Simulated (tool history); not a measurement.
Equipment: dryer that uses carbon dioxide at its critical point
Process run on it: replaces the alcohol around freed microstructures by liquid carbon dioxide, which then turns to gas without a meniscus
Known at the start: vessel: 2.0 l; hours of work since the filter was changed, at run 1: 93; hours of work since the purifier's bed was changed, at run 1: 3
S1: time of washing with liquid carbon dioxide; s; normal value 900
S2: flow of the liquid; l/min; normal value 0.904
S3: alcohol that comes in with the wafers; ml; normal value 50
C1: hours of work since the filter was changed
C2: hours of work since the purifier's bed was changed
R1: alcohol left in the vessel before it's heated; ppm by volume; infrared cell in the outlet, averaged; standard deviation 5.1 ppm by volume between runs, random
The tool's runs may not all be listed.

run,hour,S1,S2,S3,C1,C2,R1
1,0,900,0.904,50,93,3,90
2,9.3,900,0.904,50,95,6,75
3,22.3,900,0.904,50,99,10,90
4,31.4,900,0.904,50,102,13,96
5,39.3,900,0.904,50,104,15,83
6,46.9,900,0.904,50,107,17,83
7,58.4,900,0.904,50,110,21,93
8,69.1,900,0.904,50,113,24,88
9,77.9,900,0.904,78,116,27,136
10,86.1,900,0.904,50,119,29,93
11,95.8,900,0.904,50,122,32,88
12,107.4,900,0.904,50,125,35,99
13,113.1,900,0.904,50,127,37,102
14,125.6,900,0.904,50,131,41,91
15,136,900,0.904,50,134,44,108
16,145.6,900,0.904,50,137,47,99
17,151.6,900,1.128,50,138,49,43
18,162.5,900,1.128,50,142,52,41
19,170.5,900,1.128,34,144,54,37
20,183.6,900,1.128,34,148,58,44
21,190.4,900,1.128,34,150,60,45
22,203.1,1020,1.128,34,154,64,39
23,215.3,1020,1.128,34,158,68,42
24,224,1020,1.128,34,160,71,30
25,230.5,1020,1.128,34,162,73,39
26,242.2,960,0.773,35,166,76,138
27,254.6,960,0.773,35,169,80,139
28,261.8,1020,0.567,34,172,82,379
29,274.4,720,1.134,116,175,86,202
30,286.5,900,0.904,46,179,89,116
31,298.4,600,0.641,27,183,93,1003
32,309.8,600,0.641,27,186,96,997
33,320.3,600,0.858,89,189,100,1234
34,334.2,600,0.566,26,193,104,1387
35,343.3,720,0.772,50,196,107,593
36,354,720,0.772,50,199,110,585
37,361.4,720,0.772,69,202,112,802
38,369.1,900,0.63,45,204,114,521
39,376.7,900,0.63,45,206,117,526
40,390.1,600,0.91,95,210,121,1085
41,398,840,0.738,51,213,123,406
42,408.3,1200,1.466,50,216,126,45
43,415.8,1200,1.466,50,218,128,54
44,426.1,960,0.961,54,221,132,100
45,436.1,1260,0.904,52,224,135,73
46,444.9,1260,0.904,52,227,137,64
47,457.6,780,0.904,104,231,141,438
48,466.6,780,0.904,104,233,144,436

3 ways to go on from here, each from the tool as it stands after run 48. What would each give?
A,479.1,900,1.183,44,237,148,?
B,479.1,900,1.382,50,237,148,?
C,479.1,840,0.904,104,237,148,?

run,R1
A,71
B,63
C,329
Take away the tool's hidden state, keep each run's random variation, and the runs would have read:
run,R1
A,8
B,1
C,206
